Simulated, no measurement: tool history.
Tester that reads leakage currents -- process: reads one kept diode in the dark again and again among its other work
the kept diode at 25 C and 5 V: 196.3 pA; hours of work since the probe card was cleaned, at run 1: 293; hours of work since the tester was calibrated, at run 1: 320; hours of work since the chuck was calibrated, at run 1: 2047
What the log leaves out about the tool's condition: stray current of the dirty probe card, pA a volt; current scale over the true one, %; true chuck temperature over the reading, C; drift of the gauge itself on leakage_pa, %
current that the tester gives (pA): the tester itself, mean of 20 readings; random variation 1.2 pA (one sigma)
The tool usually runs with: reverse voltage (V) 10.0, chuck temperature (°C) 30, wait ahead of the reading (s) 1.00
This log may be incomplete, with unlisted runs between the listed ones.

run,hour,reverse voltage (V),chuck temperature (°C),wait ahead of the reading (s),hours of work since the probe card was cleaned,hours of work since the tester was calibrated,hours of work since the chuck was calibrated,current that the tester gives (pA)
1,0.0,10.0,30,1.00,293,320,2047,390.79
2,28.7,10.0,30,1.42,310,337,2065,388.97
# hour 32.9: chuck's temperature calibrated
3,62.9,10.0,30,1.42,329,357,18,387.91
4,86.1,10.0,30,1.42,343,371,32,392.36
5,102.8,12.8,30,1.00,354,381,42,425.77
6,129.1,12.8,30,1.00,369,397,58,426.26
7,159.9,10.0,29,1.00,388,415,77,358.18
8,192.6,10.0,29,1.00,408,435,96,359.03
9,206.8,10.0,29,1.00,416,444,105,358.40
10,238.7,8.7,51,1.25,436,463,124,2013.73
11,265.1,3.4,52,5.60,452,479,140,1560.98
12,278.9,3.4,52,5.60,460,487,149,1563.10

Consider 4 possible next runs. They are alternatives, not a sequence: every one starts from the tool as it was left by run 12. What does each give?
A,293.3,3.5,23,1.11,469,496,157,?
B,293.3,10.0,29,1.00,469,496,157,?
C,293.3,5.4,44,1.00,469,496,157,?
D,293.3,1.4,52,5.60,469,496,157,?

run,current that the tester gives (pA)
A,145.33
B,359.36
C,991.01
D,1155.42
Stripped of hidden state, with their random variation kept, the same runs would have yielded:
run,current that the tester gives (pA)
A,145.36
B,359.43
C,991.21
D,1155.65
